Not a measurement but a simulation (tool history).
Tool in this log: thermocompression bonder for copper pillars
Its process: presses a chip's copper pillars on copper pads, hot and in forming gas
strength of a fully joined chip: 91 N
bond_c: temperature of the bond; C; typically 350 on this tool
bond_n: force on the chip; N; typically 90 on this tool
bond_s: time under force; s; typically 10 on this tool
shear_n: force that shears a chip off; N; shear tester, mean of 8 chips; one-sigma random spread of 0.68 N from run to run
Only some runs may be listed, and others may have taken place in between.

| run | hour | bond_c | bond_n | bond_s | shear_n |
|---|---|---|---|---|---|
| 1 | 0.0 | 350 | 90 | 10 | 65.3 |
| 2 | 90.8 | 350 | 90 | 10 | 65.2 |
| 3 | 175.1 | 350 | 90 | 24 | 75.4 |
| 4 | 257.5 | 350 | 90 | 24 | 74.5 |
|  | 274.8 | forming gas filter changed |
| 5 | 304.8 | 350 | 90 | 16 | 73.9 |
| 6 | 375.0 | 350 | 90 | 6 | 60.8 |
| 7 | 437.1 | 350 | 90 | 10 | 67.2 |
| 8 | 490.8 | 350 | 90 | 10 | 66.5 |
| 9 | 567.1 | 350 | 90 | 10 | 67.0 |
| 10 | 648.8 | 350 | 90 | 10 | 65.8 |
|  | 687.6 | forming gas filter changed |
| 11 | 716.5 | 350 | 90 | 10 | 68.4 |
| 12 | 769.5 | 350 | 90 | 10 | 68.0 |
|  | 841.8 | force cell calibrated |
| 13 | 853.4 | 350 | 90 | 10 | 67.0 |
| 14 | 940.0 | 349 | 68 | 14 | 63.5 |
| 15 | 983.3 | 358 | 63 | 14 | 64.7 |
| 16 | 1080.1 | 358 | 63 | 14 | 62.6 |
|  | 1100.5 | forming gas filter changed |
| 17 | 1133.3 | 350 | 72 | 10 | 62.5 |
| 18 | 1192.5 | 350 | 72 | 10 | 62.0 |
|  | 1203.8 | heater calibrated with a thermocouple chip |
| 19 | 1257.6 | 350 | 97 | 13 | 72.8 |
| 20 | 1360.3 | 369 | 106 | 13 | 77.2 |
| 21 | 1422.0 | 369 | 106 | 13 | 77.6 |
|  | 1515.1 | forming gas filter changed |
| 22 | 1525.1 | 335 | 106 | 13 | 74.1 |
| 23 | 1578.1 | 350 | 90 | 17 | 77.3 |
|  | 1656.8 | heater calibrated with a thermocouple chip, once more |
| 24 | 1661.4 | 350 | 90 | 17 | 73.7 |
| 25 | 1742.7 | 356 | 55 | 10 | 55.3 |
| 26 | 1845.3 | 375 | 95 | 6 | 63.5 |

Pick out some run-to-run changes in shear_n. Of each, how much would a tool without hidden state show as well, from the settings, what came in and chance, and how much is left for the hidden state and any gauge scatter not in both results compared?
The tool's hidden condition here consists of: true temperature of the bond over the reading, C; force that reaches the chip, % of what is set; oxide that the forming gas leaves, % of the face; drift of the gauge itself on shear_n, %.
Run 4 -> 5: bond_s 24 -> 16, forming gas filter changed. shear_n -0.6 N: hidden state +5.9, all else -6.5.
Run 5 -> 6: bond_s 16 -> 6. shear_n -13.1 N: hidden state +0.0, all else -13.1.
Run 21 -> 22: bond_c 369 -> 335, forming gas filter changed. shear_n -3.5 N: hidden state +6.6, all else -10.1.
Run 24 -> 25: bond_c 350 -> 356, bond_n 90 -> 55, bond_s 17 -> 10. shear_n -18.4 N: hidden state +0.0, all else -18.4.
